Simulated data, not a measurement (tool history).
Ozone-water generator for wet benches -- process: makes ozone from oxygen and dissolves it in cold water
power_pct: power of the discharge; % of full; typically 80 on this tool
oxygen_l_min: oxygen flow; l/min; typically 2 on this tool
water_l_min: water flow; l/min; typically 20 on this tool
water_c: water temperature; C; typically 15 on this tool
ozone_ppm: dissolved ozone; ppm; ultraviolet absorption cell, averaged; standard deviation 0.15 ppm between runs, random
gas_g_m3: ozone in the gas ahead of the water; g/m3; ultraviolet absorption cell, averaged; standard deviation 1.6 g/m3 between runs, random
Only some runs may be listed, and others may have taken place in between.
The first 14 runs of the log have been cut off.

run      day  power_pct  oxygen_l_min  water_l_min  water_c  hours of work since the electrodes were changed  hours of work since the contactor was cleaned  hours of work since the thermometer was calibrated  ozone_ppm  gas_g_m3
 15   73.546         80             2           20       10                                             6728                                           2644                                                2314       15.3     264.2
 16   81.279         80             2           20       10                                             6872                                           2788                                                2458         15     265.1
 17   88.842         80             2           20       10                                             7013                                           2928                                                2599       14.5     262.6
 18   93.212         80          1.47           30       15                                             7094                                           3010                                                2680        7.4     293.9
 19    97.85         67             2           18       15                                             7180                                           3096                                                2766         14     228.5
 20  104.271         65          3.55           20       12                                             7300                                           3215                                                2886       15.2     178.7
 21  111.558         50          1.41           21       20                                             7435                                           3351                                                3021        7.7     204.3
 22  115.021         80           2.7           20       15                                             7499                                           3415                                                3085       15.7     231.5
 23  120.971         45             2           16        8                                             7610                                           3526                                                3196       12.5     166.3
 24  128.725         45          2.88           22        8                                             7754                                           3670                                                3340         10     144.8
 25  135.233         47          3.21           25        9                                             7875                                           3791                                                3461        9.1     144.8
 26  142.321         48           2.5           16        7                                             8007                                           3923                                                3593       14.2     160.1
 27  150.042         66          1.04           32       14                                             8151                                           4067                                                3737        4.7       280
 28  156.208         80          1.08           16       15                                             8266                                           4181                                                3852       13.5     317.2
 29  160.067         80          1.08           16       15                                             8337                                           4253                                                3923       13.3     318.2
 30  164.983         80             2           13       15                                             8429                                           4344                                                4015       21.5     250.5
 31  168.738         44          1.39           20       15                                             8499                                           4414                                                4085        7.4     185.3
 32  172.004         44          3.33           20       12                                             8559                                           4475                                                4145       10.8     135.1
 33    176.1         44          2.84           20       12                                             8635                                           4551                                                4221       10.2     143.5

Below are 3 alternative next runs, each starting from the tool's condition after run 33. Predict each:
  A  183.633         44          2.66           20       12                                             8776                                           4691                                                4362          ?         ?
  B  183.633         80             2           21       15                                             8776                                           4691                                                4362          ?         ?
  C  183.633         44          1.81           20       12                                             8776                                           4691                                                4362          ?         ?

run  ozone_ppm  gas_g_m3
  A         10     145.1
  B       12.8       247
  C        8.4     166.6
With no hidden state in the tool, these same runs would have given:
run  ozone_ppm  gas_g_m3
  A       11.9     164.6
  B       16.8     309.9
  C         10     189.1
